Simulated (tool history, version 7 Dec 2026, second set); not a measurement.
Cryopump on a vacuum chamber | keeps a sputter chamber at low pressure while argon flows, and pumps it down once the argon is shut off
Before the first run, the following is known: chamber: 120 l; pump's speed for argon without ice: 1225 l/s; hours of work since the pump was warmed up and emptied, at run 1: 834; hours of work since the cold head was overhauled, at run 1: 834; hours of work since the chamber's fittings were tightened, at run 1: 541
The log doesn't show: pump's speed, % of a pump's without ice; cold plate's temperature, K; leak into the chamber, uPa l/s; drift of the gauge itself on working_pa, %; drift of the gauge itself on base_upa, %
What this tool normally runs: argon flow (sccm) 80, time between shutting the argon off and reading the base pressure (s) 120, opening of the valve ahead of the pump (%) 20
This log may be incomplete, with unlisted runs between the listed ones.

run	hour	argon flow (sccm)	time between shutting the argon off and reading the base pressure (s)	opening of the valve ahead of the pump (%)	hours of work since the pump was warmed up and emptied	hours of work since the cold head was overhauled	hours of work since the chamber's fittings were tightened	pressure while argon flows (Pa)	pressure after the wait (uPa)
1	0.0	80	120	20	834	834	541	0.5774	1.60
# hour 90.7: pump warmed up, emptied and cooled again
2	102.4	80	120	31	10	917	624	0.3595	1.56
3	220.2	80	120	37	111	1018	725	0.3041	1.57
4	279.1	80	120	37	161	1068	775	0.3028	1.59
5	369.4	80	120	37	238	1146	852	0.3090	1.76
6	439.0	80	120	20	298	1205	912	0.5619	1.74
7	490.9	80	120	20	342	1249	956	0.5660	1.76
8	578.6	80	120	20	417	1324	1031	0.5678	1.90
9	694.5	80	120	20	516	1423	1130	0.5679	1.92
10	805.4	80	22	20	611	1518	1225	0.5776	6.21
11	910.8	135	22	20	701	1608	1315	0.9797	6.40
12	982.3	80	120	20	762	1669	1376	0.5819	2.17
13	1097.6	80	120	20	860	1768	1475	0.5854	2.28
# hour 1156.5: pump warmed up, emptied and cooled again
14	1182.0	99	120	20	22	1836	1542	0.6853	2.02
15	1254.2	99	120	20	84	1897	1604	0.6914	2.07
16	1315.5	80	120	20	136	1950	1657	0.5591	2.12
17	1417.2	80	120	20	223	2037	1743	0.5621	2.20
18	1487.5	80	120	20	283	2097	1804	0.5669	2.32
19	1611.5	43	208	53	389	2203	1910	0.1199	2.01
20	1677.7	43	208	53	445	2259	1966	0.1223	1.99
21	1747.1	130	23	31	505	2319	2025	0.6146	6.60
22	1819.4	73	66	29	566	2380	2087	0.3681	3.44
23	1906.6	56	47	40	641	2455	2162	0.2101	4.23
24	1960.1	56	47	40	687	2501	2207	0.2135	4.29
25	2085.5	56	47	40	794	2608	2315	0.2169	4.39
26	2182.5	56	114	20	877	2691	2397	0.4099	3.01
# hour 2222.6: pump warmed up, emptied and cooled again
27	2240.5	56	114	20	15	2736	2443	0.3877	2.65
28	2301.9	74	38	21	68	2788	2495	0.4915	4.67
29	2422.1	74	38	21	170	2891	2598	0.4945	4.88
30	2495.0	74	38	21	233	2953	2660	0.4958	4.74
31	2595.6	142	38	21	319	3039	2746	0.9563	4.93
32	2682.6	142	33	60	393	3114	2821	0.3571	5.47
33	2805.6	115	83	44	498	3219	2926	0.3880	3.56
34	2875.8	80	147	47	558	3279	2986	0.2582	3.07
# hour 2957.2: leaking fittings of the chamber tightened, without venting
35	2997.9	119	225	20	661	3381	35	0.8607	0.87

Forecast each of these 3 alternatives for the next run:
A	3122.0	68	225	29	767	3488	141	?	?
B	3122.0	119	152	18	767	3488	141	?	?
C	3122.0	119	225	35	767	3488	141	?	?

run	pressure while argon flows (Pa)	pressure after the wait (uPa)
A	0.3505	0.93
B	0.9517	1.15
C	0.5182	0.94
Without the tool's hidden state the same runs would have given:
run	pressure while argon flows (Pa)	pressure after the wait (uPa)
A	0.3232	0.75
B	0.9045	0.97
C	0.4703	0.76
